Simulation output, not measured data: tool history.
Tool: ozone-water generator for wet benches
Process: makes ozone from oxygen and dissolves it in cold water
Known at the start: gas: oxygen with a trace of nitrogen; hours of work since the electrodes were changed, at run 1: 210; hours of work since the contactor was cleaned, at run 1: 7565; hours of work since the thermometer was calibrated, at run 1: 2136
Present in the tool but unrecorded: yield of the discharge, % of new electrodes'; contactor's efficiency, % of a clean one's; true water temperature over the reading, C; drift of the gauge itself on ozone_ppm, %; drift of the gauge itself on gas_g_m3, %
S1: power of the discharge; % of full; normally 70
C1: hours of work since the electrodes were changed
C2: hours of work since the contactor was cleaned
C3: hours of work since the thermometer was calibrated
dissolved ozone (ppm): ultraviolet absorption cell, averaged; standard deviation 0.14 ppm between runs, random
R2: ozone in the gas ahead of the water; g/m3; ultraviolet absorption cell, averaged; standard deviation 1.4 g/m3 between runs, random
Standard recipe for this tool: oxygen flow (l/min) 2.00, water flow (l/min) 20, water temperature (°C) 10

run 1 hour=0.0 | S1=70 oxygen_flow_(l/min)=2.00 water_flow_(l/min)=20 water_temperature_(°C)=10 | C1=210 C2=7565 C3=2136 | dissolved_ozone_(ppm)=15.8 R2=271.6
run 2 hour=58.0 | S1=70 oxygen_flow_(l/min)=2.00 water_flow_(l/min)=20 water_temperature_(°C)=10 | C1=249 C2=7604 C3=2175 | dissolved_ozone_(ppm)=15.7 R2=268.8
run 3 hour=108.4 | S1=70 oxygen_flow_(l/min)=2.00 water_flow_(l/min)=20 water_temperature_(°C)=6 | C1=283 C2=7638 C3=2209 | dissolved_ozone_(ppm)=16.2 R2=271.6
-- hour=144.6 contactor cleaned
run 4 hour=176.9 | S1=70 oxygen_flow_(l/min)=2.00 water_flow_(l/min)=20 water_temperature_(°C)=6 | C1=326 C2=22 C3=2253 | dissolved_ozone_(ppm)=15.9 R2=271.3
run 5 hour=240.2 | S1=70 oxygen_flow_(l/min)=2.00 water_flow_(l/min)=29 water_temperature_(°C)=6 | C1=369 C2=64 C3=2295 | dissolved_ozone_(ppm)=10.6 R2=271.2
run 6 hour=280.6 | S1=70 oxygen_flow_(l/min)=2.00 water_flow_(l/min)=29 water_temperature_(°C)=6 | C1=396 C2=92 C3=2323 | dissolved_ozone_(ppm)=10.5 R2=271.0
run 7 hour=316.1 | S1=70 oxygen_flow_(l/min)=2.00 water_flow_(l/min)=29 water_temperature_(°C)=6 | C1=420 C2=116 C3=2347 | dissolved_ozone_(ppm)=10.5 R2=272.0
run 8 hour=347.6 | S1=70 oxygen_flow_(l/min)=1.69 water_flow_(l/min)=29 water_temperature_(°C)=6 | C1=442 C2=137 C3=2368 | dissolved_ozone_(ppm)=9.9 R2=289.1
run 9 hour=391.5 | S1=70 oxygen_flow_(l/min)=1.69 water_flow_(l/min)=29 water_temperature_(°C)=6 | C1=471 C2=166 C3=2397 | dissolved_ozone_(ppm)=9.8 R2=291.3
run 10 hour=432.0 | S1=70 oxygen_flow_(l/min)=2.00 water_flow_(l/min)=26 water_temperature_(°C)=10 | C1=498 C2=194 C3=2425 | dissolved_ozone_(ppm)=12.0 R2=268.1
run 11 hour=494.5 | S1=74 oxygen_flow_(l/min)=2.00 water_flow_(l/min)=20 water_temperature_(°C)=10 | C1=541 C2=236 C3=2467 | dissolved_ozone_(ppm)=16.6 R2=279.2
run 12 hour=540.1 | S1=70 oxygen_flow_(l/min)=2.00 water_flow_(l/min)=20 water_temperature_(°C)=18 | C1=571 C2=267 C3=2498 | dissolved_ozone_(ppm)=15.0 R2=270.1
run 13 hour=603.3 | S1=70 oxygen_flow_(l/min)=2.45 water_flow_(l/min)=20 water_temperature_(°C)=10 | C1=614 C2=309 C3=2540 | dissolved_ozone_(ppm)=17.0 R2=247.2
run 14 hour=641.7 | S1=70 oxygen_flow_(l/min)=2.45 water_flow_(l/min)=20 water_temperature_(°C)=10 | C1=640 C2=335 C3=2566 | dissolved_ozone_(ppm)=17.2 R2=247.4
run 15 hour=685.3 | S1=70 oxygen_flow_(l/min)=2.45 water_flow_(l/min)=20 water_temperature_(°C)=10 | C1=669 C2=365 C3=2596 | dissolved_ozone_(ppm)=17.0 R2=246.8
run 16 hour=736.0 | S1=70 oxygen_flow_(l/min)=2.45 water_flow_(l/min)=20 water_temperature_(°C)=10 | C1=703 C2=399 C3=2630 | dissolved_ozone_(ppm)=16.9 R2=246.6
run 17 hour=785.2 | S1=70 oxygen_flow_(l/min)=2.45 water_flow_(l/min)=20 water_temperature_(°C)=10 | C1=737 C2=432 C3=2663 | dissolved_ozone_(ppm)=17.1 R2=246.5
run 18 hour=838.6 | S1=70 oxygen_flow_(l/min)=3.44 water_flow_(l/min)=15 water_temperature_(°C)=10 | C1=773 C2=468 C3=2699 | dissolved_ozone_(ppm)=24.7 R2=213.4
run 19 hour=881.7 | S1=70 oxygen_flow_(l/min)=2.00 water_flow_(l/min)=21 water_temperature_(°C)=14 | C1=802 C2=497 C3=2728 | dissolved_ozone_(ppm)=14.6 R2=268.7
run 20 hour=914.5 | S1=70 oxygen_flow_(l/min)=2.00 water_flow_(l/min)=21 water_temperature_(°C)=14 | C1=824 C2=519 C3=2750 | dissolved_ozone_(ppm)=14.6 R2=269.6
run 21 hour=972.0 | S1=44 oxygen_flow_(l/min)=2.00 water_flow_(l/min)=14 water_temperature_(°C)=13 | C1=863 C2=558 C3=2789 | dissolved_ozone_(ppm)=16.9 R2=200.6
run 22 hour=1031.7 | S1=44 oxygen_flow_(l/min)=2.00 water_flow_(l/min)=14 water_temperature_(°C)=14 | C1=903 C2=598 C3=2829 | dissolved_ozone_(ppm)=16.7 R2=198.9
run 23 hour=1091.8 | S1=44 oxygen_flow_(l/min)=2.00 water_flow_(l/min)=14 water_temperature_(°C)=14 | C1=943 C2=639 C3=2870 | dissolved_ozone_(ppm)=16.4 R2=201.4
run 24 hour=1152.7 | S1=44 oxygen_flow_(l/min)=2.00 water_flow_(l/min)=14 water_temperature_(°C)=14 | C1=984 C2=680 C3=2911 | dissolved_ozone_(ppm)=16.5 R2=202.8
run 25 hour=1215.2 | S1=56 oxygen_flow_(l/min)=1.19 water_flow_(l/min)=25 water_temperature_(°C)=8 | C1=1027 C2=722 C3=2953 | dissolved_ozone_(ppm)=8.6 R2=290.9
run 26 hour=1279.2 | S1=47 oxygen_flow_(l/min)=2.10 water_flow_(l/min)=20 water_temperature_(°C)=10 | C1=1070 C2=765 C3=2996 | dissolved_ozone_(ppm)=12.8 R2=204.8
run 27 hour=1320.8 | S1=70 oxygen_flow_(l/min)=2.74 water_flow_(l/min)=20 water_temperature_(°C)=14 | C1=1098 C2=793 C3=3024 | dissolved_ozone_(ppm)=17.3 R2=235.4
run 28 hour=1375.9 | S1=95 oxygen_flow_(l/min)=1.65 water_flow_(l/min)=15 water_temperature_(°C)=6 | C1=1135 C2=830 C3=3061 | dissolved_ozone_(ppm)=24.8 R2=355.8
run 29 hour=1409.9 | S1=70 oxygen_flow_(l/min)=2.00 water_flow_(l/min)=20 water_temperature_(°C)=12 | C1=1158 C2=853 C3=3084 | dissolved_ozone_(ppm)=15.6 R2=270.3
run 30 hour=1463.5 | S1=70 oxygen_flow_(l/min)=3.18 water_flow_(l/min)=27 water_temperature_(°C)=12 | C1=1194 C2=889 C3=3120 | dissolved_ozone_(ppm)=13.4 R2=221.5
run 31 hour=1510.5 | S1=70 oxygen_flow_(l/min)=3.18 water_flow_(l/min)=27 water_temperature_(°C)=12 | C1=1226 C2=921 C3=3152 | dissolved_ozone_(ppm)=13.4 R2=221.6
run 32 hour=1562.5 | S1=53 oxygen_flow_(l/min)=1.39 water_flow_(l/min)=31 water_temperature_(°C)=10 | C1=1261 C2=956 C3=3187 | dissolved_ozone_(ppm)=6.7 R2=265.8

5 ways to go on from here, each from the tool as it stands after run 32. What would each give?
run A hour=1601.4 | S1=81 oxygen_flow_(l/min)=3.38 water_flow_(l/min)=27 water_temperature_(°C)=10 | C1=1287 C2=982 C3=3213 | dissolved_ozone_(ppm)=? R2=?
run B hour=1601.4 | S1=57 oxygen_flow_(l/min)=1.39 water_flow_(l/min)=31 water_temperature_(°C)=10 | C1=1287 C2=982 C3=3213 | dissolved_ozone_(ppm)=? R2=?
run C hour=1601.4 | S1=64 oxygen_flow_(l/min)=1.10 water_flow_(l/min)=31 water_temperature_(°C)=10 | C1=1287 C2=982 C3=3213 | dissolved_ozone_(ppm)=? R2=?
run D hour=1601.4 | S1=70 oxygen_flow_(l/min)=1.99 water_flow_(l/min)=20 water_temperature_(°C)=10 | C1=1287 C2=982 C3=3213 | dissolved_ozone_(ppm)=? R2=?
run E hour=1601.4 | S1=73 oxygen_flow_(l/min)=2.00 water_flow_(l/min)=14 water_temperature_(°C)=10 | C1=1287 C2=982 C3=3213 | dissolved_ozone_(ppm)=? R2=?

run=A dissolved_ozone_(ppm)=15.2 R2=235.1
run=B dissolved_ozone_(ppm)=7.3 R2=277.6
run=C dissolved_ozone_(ppm)=7.0 R2=328.5
run=D dissolved_ozone_(ppm)=15.6 R2=271.2
run=E dissolved_ozone_(ppm)=23.5 R2=277.6
Without the tool's hidden state the same runs would have given:
run=A dissolved_ozone_(ppm)=15.2 R2=235.2
run=B dissolved_ozone_(ppm)=7.3 R2=277.7
run=C dissolved_ozone_(ppm)=7.0 R2=328.7
run=D dissolved_ozone_(ppm)=15.6 R2=271.3
run=E dissolved_ozone_(ppm)=23.5 R2=277.8
